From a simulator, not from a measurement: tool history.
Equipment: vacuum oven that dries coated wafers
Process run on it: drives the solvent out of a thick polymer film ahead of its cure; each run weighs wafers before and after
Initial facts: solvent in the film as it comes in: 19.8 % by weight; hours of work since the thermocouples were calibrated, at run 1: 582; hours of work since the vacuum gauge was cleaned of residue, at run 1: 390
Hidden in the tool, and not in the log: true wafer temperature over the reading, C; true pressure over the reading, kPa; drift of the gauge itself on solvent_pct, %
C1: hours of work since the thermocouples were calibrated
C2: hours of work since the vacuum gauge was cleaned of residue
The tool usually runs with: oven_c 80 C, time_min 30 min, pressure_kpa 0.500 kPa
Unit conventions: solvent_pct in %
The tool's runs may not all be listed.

run 1 hour=0.0 | oven_c=80 time_min=30 pressure_kpa=0.500 | C1=582 C2=390 | solvent_pct=1.93
run 2 hour=9.8 | oven_c=82 time_min=30 pressure_kpa=0.500 | C1=590 C2=397 | solvent_pct=1.47
run 3 hour=15.8 | oven_c=82 time_min=30 pressure_kpa=0.500 | C1=594 C2=402 | solvent_pct=1.54
run 4 hour=27.4 | oven_c=82 time_min=30 pressure_kpa=0.500 | C1=604 C2=411 | solvent_pct=1.45
run 5 hour=39.7 | oven_c=80 time_min=30 pressure_kpa=0.500 | C1=613 C2=421 | solvent_pct=1.91
run 6 hour=52.4 | oven_c=80 time_min=30 pressure_kpa=0.500 | C1=623 C2=431 | solvent_pct=1.93
run 7 hour=60.8 | oven_c=80 time_min=30 pressure_kpa=0.500 | C1=630 C2=438 | solvent_pct=1.94
run 8 hour=67.5 | oven_c=80 time_min=30 pressure_kpa=0.500 | C1=635 C2=443 | solvent_pct=1.85
run 9 hour=76.8 | oven_c=80 time_min=30 pressure_kpa=0.500 | C1=643 C2=450 | solvent_pct=1.88
-- hour=89.8 oven's thermocouples calibrated
run 10 hour=89.8 | oven_c=80 time_min=30 pressure_kpa=0.256 | C1=0 C2=459 | solvent_pct=1.75
run 11 hour=98.2 | oven_c=80 time_min=30 pressure_kpa=0.256 | C1=7 C2=466 | solvent_pct=1.81
run 12 hour=105.7 | oven_c=80 time_min=30 pressure_kpa=0.256 | C1=13 C2=472 | solvent_pct=1.77
run 13 hour=115.2 | oven_c=80 time_min=30 pressure_kpa=0.500 | C1=20 C2=479 | solvent_pct=1.85
run 14 hour=127.5 | oven_c=80 time_min=30 pressure_kpa=0.500 | C1=30 C2=489 | solvent_pct=1.79
-- hour=133.7 oven's thermocouples calibrated, once more
run 15 hour=139.4 | oven_c=80 time_min=30 pressure_kpa=0.500 | C1=5 C2=497 | solvent_pct=2.19
run 16 hour=151.2 | oven_c=80 time_min=30 pressure_kpa=1.757 | C1=14 C2=506 | solvent_pct=2.55
run 17 hour=162.1 | oven_c=80 time_min=30 pressure_kpa=1.757 | C1=23 C2=515 | solvent_pct=2.62
run 18 hour=169.7 | oven_c=80 time_min=30 pressure_kpa=1.757 | C1=29 C2=521 | solvent_pct=2.58
run 19 hour=178.7 | oven_c=80 time_min=20 pressure_kpa=0.500 | C1=36 C2=528 | solvent_pct=4.14
run 20 hour=187.8 | oven_c=80 time_min=30 pressure_kpa=0.500 | C1=43 C2=535 | solvent_pct=2.18
run 21 hour=195.4 | oven_c=80 time_min=30 pressure_kpa=0.500 | C1=49 C2=541 | solvent_pct=2.22
run 22 hour=201.7 | oven_c=80 time_min=30 pressure_kpa=0.500 | C1=54 C2=546 | solvent_pct=2.22
run 23 hour=207.2 | oven_c=80 time_min=30 pressure_kpa=1.337 | C1=58 C2=550 | solvent_pct=2.35
run 24 hour=217.8 | oven_c=80 time_min=30 pressure_kpa=1.337 | C1=67 C2=559 | solvent_pct=2.49
run 25 hour=228.6 | oven_c=80 time_min=30 pressure_kpa=1.337 | C1=75 C2=567 | solvent_pct=2.43
run 26 hour=241.1 | oven_c=80 time_min=30 pressure_kpa=1.337 | C1=85 C2=577 | solvent_pct=2.36
run 27 hour=246.5 | oven_c=87 time_min=30 pressure_kpa=0.512 | C1=89 C2=582 | solvent_pct=0.87
run 28 hour=253.7 | oven_c=82 time_min=15 pressure_kpa=0.471 | C1=95 C2=587 | solvent_pct=5.10
run 29 hour=261.7 | oven_c=66 time_min=15 pressure_kpa=0.418 | C1=101 C2=594 | solvent_pct=10.39
run 30 hour=272.7 | oven_c=69 time_min=30 pressure_kpa=0.500 | C1=110 C2=602 | solvent_pct=5.59
run 31 hour=284.0 | oven_c=78 time_min=30 pressure_kpa=0.399 | C1=119 C2=611 | solvent_pct=2.59
run 32 hour=293.4 | oven_c=80 time_min=31 pressure_kpa=0.405 | C1=126 C2=619 | solvent_pct=1.96
run 33 hour=305.9 | oven_c=80 time_min=31 pressure_kpa=0.405 | C1=136 C2=629 | solvent_pct=1.98
run 34 hour=314.1 | oven_c=80 time_min=50 pressure_kpa=0.500 | C1=143 C2=635 | solvent_pct=0.69
run 35 hour=323.8 | oven_c=85 time_min=29 pressure_kpa=1.386 | C1=150 C2=643 | solvent_pct=1.47
run 36 hour=329.6 | oven_c=85 time_min=29 pressure_kpa=1.938 | C1=155 C2=647 | solvent_pct=1.58
run 37 hour=341.5 | oven_c=83 time_min=42 pressure_kpa=0.289 | C1=164 C2=657 | solvent_pct=0.59
run 38 hour=347.0 | oven_c=83 time_min=42 pressure_kpa=0.289 | C1=169 C2=661 | solvent_pct=0.59
run 39 hour=356.3 | oven_c=83 time_min=42 pressure_kpa=0.289 | C1=176 C2=668 | solvent_pct=0.57
run 40 hour=365.4 | oven_c=82 time_min=30 pressure_kpa=0.551 | C1=183 C2=676 | solvent_pct=1.71
run 41 hour=371.6 | oven_c=84 time_min=30 pressure_kpa=0.423 | C1=188 C2=681 | solvent_pct=1.27
run 42 hour=378.9 | oven_c=89 time_min=48 pressure_kpa=0.423 | C1=194 C2=686 | solvent_pct=0.20
run 43 hour=388.2 | oven_c=76 time_min=43 pressure_kpa=0.292 | C1=201 C2=694 | solvent_pct=1.59
run 44 hour=397.7 | oven_c=76 time_min=43 pressure_kpa=0.292 | C1=209 C2=701 | solvent_pct=1.57
run 45 hour=405.1 | oven_c=76 time_min=43 pressure_kpa=1.649 | C1=215 C2=707 | solvent_pct=2.05
run 46 hour=415.5 | oven_c=80 time_min=20 pressure_kpa=0.373 | C1=223 C2=715 | solvent_pct=4.10

Below, some changes in solvent_pct between adjacent runs. For each, the amount present without the hidden state too (settings, incoming material, random variation) and the amount remaining for the hidden state with gauge scatter not shared by both compared results:
Run 9 -> 10: pressure_kpa 0.500 -> 0.256, oven's thermocouples calibrated. solvent_pct -0.13 %: hidden state -0.07, all else -0.06.
Run 14 -> 15: oven's thermocouples calibrated, once more. solvent_pct +0.40 %: hidden state +0.40, all else +0.00.
Run 26 -> 27: oven_c 80 -> 87, pressure_kpa 1.337 -> 0.512. solvent_pct -1.49 %: hidden state -0.05, all else -1.44.
Run 27 -> 28: oven_c 87 -> 82, time_min 30 -> 15, pressure_kpa 0.512 -> 0.471. solvent_pct +4.23 %: hidden state +0.05, all else +4.18.
Run 28 -> 29: oven_c 82 -> 66, pressure_kpa 0.471 -> 0.418. solvent_pct +5.29 %: hidden state +0.01, all else +5.28.
Run 29 -> 30: oven_c 66 -> 69, time_min 15 -> 30, pressure_kpa 0.418 -> 0.500. solvent_pct -4.80 %: hidden state +0.01, all else -4.81.
